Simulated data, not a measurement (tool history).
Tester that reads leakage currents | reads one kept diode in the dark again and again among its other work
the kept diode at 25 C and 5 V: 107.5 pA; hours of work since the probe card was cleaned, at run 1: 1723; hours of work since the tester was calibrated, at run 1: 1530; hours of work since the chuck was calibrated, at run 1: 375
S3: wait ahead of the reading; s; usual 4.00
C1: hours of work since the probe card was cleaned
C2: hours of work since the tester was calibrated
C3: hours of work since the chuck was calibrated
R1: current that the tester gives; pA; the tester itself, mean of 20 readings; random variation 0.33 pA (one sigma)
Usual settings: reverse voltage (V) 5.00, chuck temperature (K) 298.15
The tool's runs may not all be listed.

{"run": 1, "day": 0.0, "reverse voltage (V)": 5.0, "chuck temperature (K)": 298.15, "S3": 4.0, "C1": 1723, "C2": 1530, "C3": 375, "R1": 107.85}
{"run": 2, "day": 4.088, "reverse voltage (V)": 5.0, "chuck temperature (K)": 298.15, "S3": 1.69, "C1": 1801, "C2": 1609, "C3": 454, "R1": 108.05}
{"run": 3, "day": 6.371, "reverse voltage (V)": 1.41, "chuck temperature (K)": 298.15, "S3": 4.0, "C1": 1845, "C2": 1652, "C3": 497, "R1": 63.37}
{"run": 4, "day": 8.646, "reverse voltage (V)": 5.0, "chuck temperature (K)": 298.15, "S3": 4.0, "C1": 1889, "C2": 1696, "C3": 541, "R1": 107.64}
{"run": 5, "day": 11.5, "reverse voltage (V)": 5.0, "chuck temperature (K)": 298.15, "S3": 4.0, "C1": 1943, "C2": 1751, "C3": 596, "R1": 107.75}
{"run": 6, "day": 14.117, "reverse voltage (V)": 5.0, "chuck temperature (K)": 298.15, "S3": 4.0, "C1": 1993, "C2": 1801, "C3": 646, "R1": 107.8}
{"run": 7, "day": 18.188, "reverse voltage (V)": 5.0, "chuck temperature (K)": 298.15, "S3": 4.0, "C1": 2072, "C2": 1879, "C3": 724, "R1": 108.07}
{"run": 8, "day": 21.779, "reverse voltage (V)": 5.0, "chuck temperature (K)": 298.15, "S3": 4.0, "C1": 2140, "C2": 1948, "C3": 793, "R1": 107.7}
{"run": 9, "day": 24.175, "reverse voltage (V)": 5.0, "chuck temperature (K)": 298.15, "S3": 4.0, "C1": 2186, "C2": 1994, "C3": 839, "R1": 107.15}
{"run": 10, "day": 28.05, "reverse voltage (V)": 5.0, "chuck temperature (K)": 298.15, "S3": 0.96, "C1": 2261, "C2": 2068, "C3": 913, "R1": 108.54}
{"run": 11, "day": 31.675, "reverse voltage (V)": 5.0, "chuck temperature (K)": 332.15, "S3": 4.0, "C1": 2330, "C2": 2138, "C3": 983, "R1": 1429.31}
{"run": 12, "day": 35.304, "reverse voltage (V)": 18.87, "chuck temperature (K)": 298.15, "S3": 4.0, "C1": 2400, "C2": 2207, "C3": 1052, "R1": 188.03}
{"run": 13, "day": 38.792, "reverse voltage (V)": 5.0, "chuck temperature (K)": 298.15, "S3": 4.0, "C1": 2467, "C2": 2274, "C3": 1119, "R1": 108.27}
{"run": 14, "day": 42.938, "reverse voltage (V)": 5.0, "chuck temperature (K)": 298.15, "S3": 4.0, "C1": 2546, "C2": 2354, "C3": 1199, "R1": 107.79}
{"run": 15, "day": 45.138, "reverse voltage (V)": 5.0, "chuck temperature (K)": 317.15, "S3": 4.0, "C1": 2588, "C2": 2396, "C3": 1241, "R1": 486.44}
{"run": 16, "day": 49.125, "reverse voltage (V)": 5.0, "chuck temperature (K)": 293.15, "S3": 4.0, "C1": 2665, "C2": 2472, "C3": 1317, "R1": 70.22}
{"run": 17, "day": 51.788, "reverse voltage (V)": 5.0, "chuck temperature (K)": 293.15, "S3": 4.0, "C1": 2716, "C2": 2523, "C3": 1368, "R1": 70.12}
{"run": 18, "day": 55.988, "reverse voltage (V)": 5.0, "chuck temperature (K)": 298.15, "S3": 4.0, "C1": 2796, "C2": 2604, "C3": 1449, "R1": 108.08}
{"run": 19, "day": 58.238, "reverse voltage (V)": 5.84, "chuck temperature (K)": 298.15, "S3": 4.0, "C1": 2839, "C2": 2647, "C3": 1492, "R1": 115.37}
{"run": 20, "day": 62.017, "reverse voltage (V)": 7.52, "chuck temperature (K)": 304.15, "S3": 1.65, "C1": 2912, "C2": 2719, "C3": 1564, "R1": 211.76}
{"run": 21, "day": 64.088, "reverse voltage (V)": 5.0, "chuck temperature (K)": 297.15, "S3": 4.0, "C1": 2952, "C2": 2759, "C3": 1604, "R1": 98.96}
{"run": 22, "day": 65.996, "reverse voltage (V)": 18.43, "chuck temperature (K)": 310.15, "S3": 9.16, "C1": 2988, "C2": 2796, "C3": 1641, "R1": 493.91}
{"run": 23, "day": 68.45, "reverse voltage (V)": 2.47, "chuck temperature (K)": 321.15, "S3": 0.92, "C1": 3035, "C2": 2843, "C3": 1688, "R1": 488.19}
{"run": 24, "day": 70.992, "reverse voltage (V)": 2.47, "chuck temperature (K)": 321.15, "S3": 0.92, "C1": 3084, "C2": 2891, "C3": 1737, "R1": 491.17}
{"run": 25, "day": 75.079, "reverse voltage (V)": 15.1, "chuck temperature (K)": 296.15, "S3": 0.42, "C1": 3162, "C2": 2970, "C3": 1815, "R1": 148.45}
{"run": 26, "day": 77.117, "reverse voltage (V)": 6.86, "chuck temperature (K)": 303.15, "S3": 0.43, "C1": 3201, "C2": 3009, "C3": 1854, "R1": 188.14}
{"run": 27, "day": 79.429, "reverse voltage (V)": 1.83, "chuck temperature (K)": 298.15, "S3": 0.52, "C1": 3246, "C2": 3053, "C3": 1898, "R1": 70.9}
{"run": 28, "day": 82.067, "reverse voltage (V)": 1.83, "chuck temperature (K)": 298.15, "S3": 1.21, "C1": 3296, "C2": 3104, "C3": 1949, "R1": 71.17}
{"day": 84.825, "done": "probe card cleaned and baked"}
{"run": 29, "day": 86.062, "reverse voltage (V)": 11.58, "chuck temperature (K)": 315.15, "S3": 2.6, "C1": 24, "C2": 3178, "C3": 2023, "R1": 598.9}
{"run": 30, "day": 89.221, "reverse voltage (V)": 11.58, "chuck temperature (K)": 315.15, "S3": 2.6, "C1": 84, "C2": 3239, "C3": 2084, "R1": 595.41}
{"run": 31, "day": 91.233, "reverse voltage (V)": 3.05, "chuck temperature (K)": 306.15, "S3": 1.2, "C1": 123, "C2": 3277, "C3": 2122, "R1": 169.35}
{"run": 32, "day": 93.683, "reverse voltage (V)": 3.05, "chuck temperature (K)": 306.15, "S3": 1.2, "C1": 170, "C2": 3324, "C3": 2169, "R1": 169.64}
{"run": 33, "day": 95.546, "reverse voltage (V)": 18.48, "chuck temperature (K)": 313.15, "S3": 9.78, "C1": 206, "C2": 3360, "C3": 2205, "R1": 623.43}
{"run": 34, "day": 98.838, "reverse voltage (V)": 1.42, "chuck temperature (K)": 298.15, "S3": 2.55, "C1": 269, "C2": 3423, "C3": 2268, "R1": 63.74}
{"run": 35, "day": 100.912, "reverse voltage (V)": 2.94, "chuck temperature (K)": 299.15, "S3": 2.55, "C1": 308, "C2": 3463, "C3": 2308, "R1": 94.08}

5 ways to go on from here, each from the tool as it stands after run 35. What would each give?
{"day": 101.379, "done": "chuck's temperature calibrated"}
{"run": "A", "day": 104.846, "reverse voltage (V)": 14.81, "chuck temperature (K)": 320.15, "S3": 0.86, "C1": 382, "C2": 3537, "C3": 66, "R1": "?"}
{"day": 101.379, "done": "chuck's temperature calibrated"}
{"run": "B", "day": 104.846, "reverse voltage (V)": 2.94, "chuck temperature (K)": 322.15, "S3": 2.55, "C1": 382, "C2": 3537, "C3": 66, "R1": "?"}
{"day": 101.379, "done": "chuck's temperature calibrated"}
{"run": "C", "day": 104.846, "reverse voltage (V)": 10.31, "chuck temperature (K)": 293.15, "S3": 1.11, "C1": 382, "C2": 3537, "C3": 66, "R1": "?"}
{"day": 101.379, "done": "chuck's temperature calibrated"}
{"run": "D", "day": 104.846, "reverse voltage (V)": 3.22, "chuck temperature (K)": 319.15, "S3": 1.15, "C1": 382, "C2": 3537, "C3": 66, "R1": "?"}
{"day": 101.379, "done": "chuck's temperature calibrated"}
{"run": "E", "day": 104.846, "reverse voltage (V)": 1.13, "chuck temperature (K)": 293.15, "S3": 6.57, "C1": 382, "C2": 3537, "C3": 66, "R1": "?"}

run=A R1=959.40
run=B R1=567.23
run=C R1=95.89
run=D R1=472.07
run=E R1=37.83
Without the tool's hidden state the same runs would have given:
run=A R1=959.38
run=B R1=567.23
run=C R1=95.87
run=D R1=472.07
run=E R1=37.83

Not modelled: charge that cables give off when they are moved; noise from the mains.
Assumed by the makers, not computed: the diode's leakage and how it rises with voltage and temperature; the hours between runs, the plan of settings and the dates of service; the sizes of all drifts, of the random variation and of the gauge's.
